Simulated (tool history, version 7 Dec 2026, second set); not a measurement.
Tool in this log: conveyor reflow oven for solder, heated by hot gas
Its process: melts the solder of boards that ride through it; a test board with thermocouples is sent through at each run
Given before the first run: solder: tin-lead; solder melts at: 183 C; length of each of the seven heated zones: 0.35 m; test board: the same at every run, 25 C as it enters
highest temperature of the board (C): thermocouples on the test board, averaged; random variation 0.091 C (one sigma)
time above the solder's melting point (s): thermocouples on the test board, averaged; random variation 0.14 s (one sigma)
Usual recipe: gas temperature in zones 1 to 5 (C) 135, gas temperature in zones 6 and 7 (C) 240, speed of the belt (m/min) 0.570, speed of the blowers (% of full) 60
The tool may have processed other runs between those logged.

run,hour,gas temperature in zones 1 to 5 (C),gas temperature in zones 6 and 7 (C),speed of the belt (m/min),speed of the blowers (% of full),highest temperature of the board (C),time above the solder's melting point (s)
1,0.0,135,240,0.570,60,223.56,59.4
2,71.9,135,240,0.570,84,229.29,63.6
3,124.3,135,240,0.570,84,229.13,63.7
# hour 163.6: flux residue cleaned out of gas plates and filters
4,187.3,135,240,0.570,60,224.19,60.3
5,224.1,135,240,0.570,60,224.20,60.3
6,287.4,135,240,0.560,60,224.76,62.0
7,352.2,135,240,0.560,60,224.87,62.0
# hour 392.1: flux residue cleaned out of gas plates and filters
8,418.5,135,240,0.560,60,225.69,62.6
9,481.6,135,240,0.560,60,225.65,62.5
10,517.4,135,240,0.560,60,225.59,62.7
11,573.7,147,240,0.560,60,227.53,68.0
# hour 616.7: flux residue cleaned out of gas plates and filters
12,653.1,147,240,0.560,64,228.78,68.7
# hour 695.8: thermocouples of zones 6 and 7 changed
13,715.7,147,240,0.560,64,227.07,68.4
14,756.8,147,240,0.560,64,227.23,68.0
15,788.7,147,240,0.560,64,227.11,68.5
# hour 846.3: flux residue cleaned out of gas plates and filters
16,863.4,135,240,0.570,59,224.01,61.1
17,908.9,135,240,0.570,59,223.89,60.6
18,957.4,135,240,0.570,59,224.05,61.2
19,1004.7,135,240,0.570,59,224.03,61.0
# hour 1071.3: flux residue cleaned out of gas plates and filters
20,1071.3,150,247,0.628,87,236.86,66.2
21,1108.9,144,253,0.589,60,236.92,69.2
22,1181.8,144,253,0.589,60,237.04,69.1
# hour 1212.9: belt drive overhauled, speed set with a stopwatch
23,1239.8,129,240,0.612,60,219.98,50.4
# hour 1300.8: flux residue cleaned out of gas plates and filters
24,1307.4,129,240,0.612,60,220.66,50.5
25,1338.3,129,229,0.640,64,210.70,41.8
26,1405.8,133,240,0.570,51,221.02,56.2
27,1445.2,121,241,0.485,53,226.72,67.0
28,1512.1,121,241,0.485,53,226.54,67.4
# hour 1527.0: flux residue cleaned out of gas plates and filters
# hour 1570.3: thermocouples of zones 6 and 7 changed
29,1577.3,135,240,0.555,66,225.40,62.1

Branching from run 29: 5 alternative next runs. What would each branch give?
A,1645.7,147,240,0.593,60,?,?
B,1645.7,133,242,0.576,66,?,?
C,1645.7,125,240,0.555,66,?,?
D,1645.7,135,233,0.570,57,?,?
E,1645.7,135,240,0.460,60,?,?

run,highest temperature of the board (C),time above the solder's melting point (s)
A,223.51,60.7
B,225.47,59.2
C,223.98,58.1
D,215.51,53.1
E,229.09,78.6
Had the tool no hidden state, the same runs would have come out as:
run,highest temperature of the board (C),time above the solder's melting point (s)
A,223.78,60.6
B,225.79,59.1
C,224.30,58.0
D,215.77,53.0
E,229.34,78.3
